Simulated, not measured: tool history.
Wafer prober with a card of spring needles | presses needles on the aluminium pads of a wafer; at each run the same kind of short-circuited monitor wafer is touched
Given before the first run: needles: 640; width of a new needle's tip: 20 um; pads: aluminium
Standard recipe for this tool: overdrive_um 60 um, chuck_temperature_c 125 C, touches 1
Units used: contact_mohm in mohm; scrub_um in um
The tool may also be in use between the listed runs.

{"run": 1, "hour": 0.0, "overdrive_um": 60, "chuck_temperature_c": 125, "touches": 1, "contact_mohm": 310, "scrub_um": 12.56}
{"hour": 8.8, "done": "tips cleaned on abrasive film"}
{"run": 2, "hour": 12.6, "overdrive_um": 60, "chuck_temperature_c": 125, "touches": 1, "contact_mohm": 317, "scrub_um": 12.6}
{"hour": 19.1, "done": "tips cleaned on abrasive film"}
{"hour": 29.8, "done": "tips cleaned on abrasive film"}
{"run": 3, "hour": 30.3, "overdrive_um": 60, "chuck_temperature_c": 125, "touches": 1, "contact_mohm": 287, "scrub_um": 12.53}
{"hour": 39.9, "done": "tips cleaned on abrasive film"}
{"run": 4, "hour": 47.6, "overdrive_um": 60, "chuck_temperature_c": 125, "touches": 1, "contact_mohm": 356, "scrub_um": 12.55}
{"hour": 50.2, "done": "tips cleaned on abrasive film"}
{"run": 5, "hour": 56.9, "overdrive_um": 54, "chuck_temperature_c": 125, "touches": 1, "contact_mohm": 369, "scrub_um": 11.24}
{"hour": 61.5, "done": "tips cleaned on abrasive film"}
{"hour": 69.7, "done": "height of the first contact set anew"}
{"run": 6, "hour": 71.4, "overdrive_um": 60, "chuck_temperature_c": 125, "touches": 1, "contact_mohm": 371, "scrub_um": 12.42}
{"hour": 73.2, "done": "tips cleaned on abrasive film"}
{"hour": 83.7, "done": "tips cleaned on abrasive film"}
{"run": 7, "hour": 84.8, "overdrive_um": 60, "chuck_temperature_c": 125, "touches": 1, "contact_mohm": 297, "scrub_um": 12.4}
{"hour": 93.6, "done": "tips cleaned on abrasive film"}
{"run": 8, "hour": 94.0, "overdrive_um": 60, "chuck_temperature_c": 125, "touches": 1, "contact_mohm": 281, "scrub_um": 12.39}
{"hour": 97.8, "done": "height of the first contact set anew, once more"}
{"hour": 104.1, "done": "tips cleaned on abrasive film"}
{"run": 9, "hour": 108.7, "overdrive_um": 60, "chuck_temperature_c": 46, "touches": 1, "contact_mohm": 309, "scrub_um": 12.83}
{"hour": 114.7, "done": "tips cleaned on abrasive film"}
{"run": 10, "hour": 122.5, "overdrive_um": 60, "chuck_temperature_c": 46, "touches": 3, "contact_mohm": 281, "scrub_um": 12.8}
{"hour": 125.4, "done": "tips cleaned on abrasive film"}
{"run": 11, "hour": 130.7, "overdrive_um": 47, "chuck_temperature_c": 125, "touches": 1, "contact_mohm": 362, "scrub_um": 10.04}
{"hour": 135.9, "done": "tips cleaned on abrasive film"}
{"hour": 146.6, "done": "tips cleaned on abrasive film"}
{"run": 12, "hour": 149.6, "overdrive_um": 47, "chuck_temperature_c": 125, "touches": 1, "contact_mohm": 347, "scrub_um": 10.0}
{"hour": 156.7, "done": "tips cleaned on abrasive film"}
{"run": 13, "hour": 161.9, "overdrive_um": 60, "chuck_temperature_c": 125, "touches": 1, "contact_mohm": 341, "scrub_um": 12.76}
{"hour": 167.0, "done": "tips cleaned on abrasive film"}
{"run": 14, "hour": 170.9, "overdrive_um": 60, "chuck_temperature_c": 125, "touches": 1, "contact_mohm": 327, "scrub_um": 12.7}
{"hour": 177.3, "done": "tips cleaned on abrasive film"}
{"hour": 187.5, "done": "tips cleaned on abrasive film"}
{"run": 15, "hour": 188.1, "overdrive_um": 60, "chuck_temperature_c": 66, "touches": 1, "contact_mohm": 277, "scrub_um": 12.72}
{"hour": 197.8, "done": "tips cleaned on abrasive film"}
{"run": 16, "hour": 198.3, "overdrive_um": 60, "chuck_temperature_c": 66, "touches": 1, "contact_mohm": 278, "scrub_um": 12.71}
{"hour": 207.6, "done": "tips cleaned on abrasive film"}
{"run": 17, "hour": 208.2, "overdrive_um": 60, "chuck_temperature_c": 26, "touches": 3, "contact_mohm": 254, "scrub_um": 12.71}
{"hour": 218.4, "done": "tips cleaned on abrasive film"}
{"run": 18, "hour": 219.9, "overdrive_um": 60, "chuck_temperature_c": 26, "touches": 3, "contact_mohm": 255, "scrub_um": 12.67}
{"run": 19, "hour": 227.8, "overdrive_um": 64, "chuck_temperature_c": 91, "touches": 1, "contact_mohm": 353, "scrub_um": 13.54}
{"hour": 229.5, "done": "tips cleaned on abrasive film"}
{"hour": 240.0, "done": "tips cleaned on abrasive film"}
{"run": 20, "hour": 242.5, "overdrive_um": 59, "chuck_temperature_c": 59, "touches": 1, "contact_mohm": 300, "scrub_um": 12.41}
{"hour": 250.9, "done": "tips cleaned on abrasive film"}
{"run": 21, "hour": 255.4, "overdrive_um": 47, "chuck_temperature_c": 62, "touches": 1, "contact_mohm": 360, "scrub_um": 9.89}

Run 22, settings as shown, results not yet in. Your forecast:
{"hour": 261.1, "done": "tips cleaned on abrasive film"}
{"hour": 272.3, "done": "tips cleaned on abrasive film"}
{"run": 22, "hour": 274.1, "overdrive_um": 47, "chuck_temperature_c": 114, "touches": 1, "contact_mohm": "?", "scrub_um": "?"}

Run 22 gave contact_mohm 313 mohm, scrub_um 9.82 um.
The same run, on a tool lacking any hidden state, would have yielded contact_mohm 271 mohm, scrub_um 10.02 um.

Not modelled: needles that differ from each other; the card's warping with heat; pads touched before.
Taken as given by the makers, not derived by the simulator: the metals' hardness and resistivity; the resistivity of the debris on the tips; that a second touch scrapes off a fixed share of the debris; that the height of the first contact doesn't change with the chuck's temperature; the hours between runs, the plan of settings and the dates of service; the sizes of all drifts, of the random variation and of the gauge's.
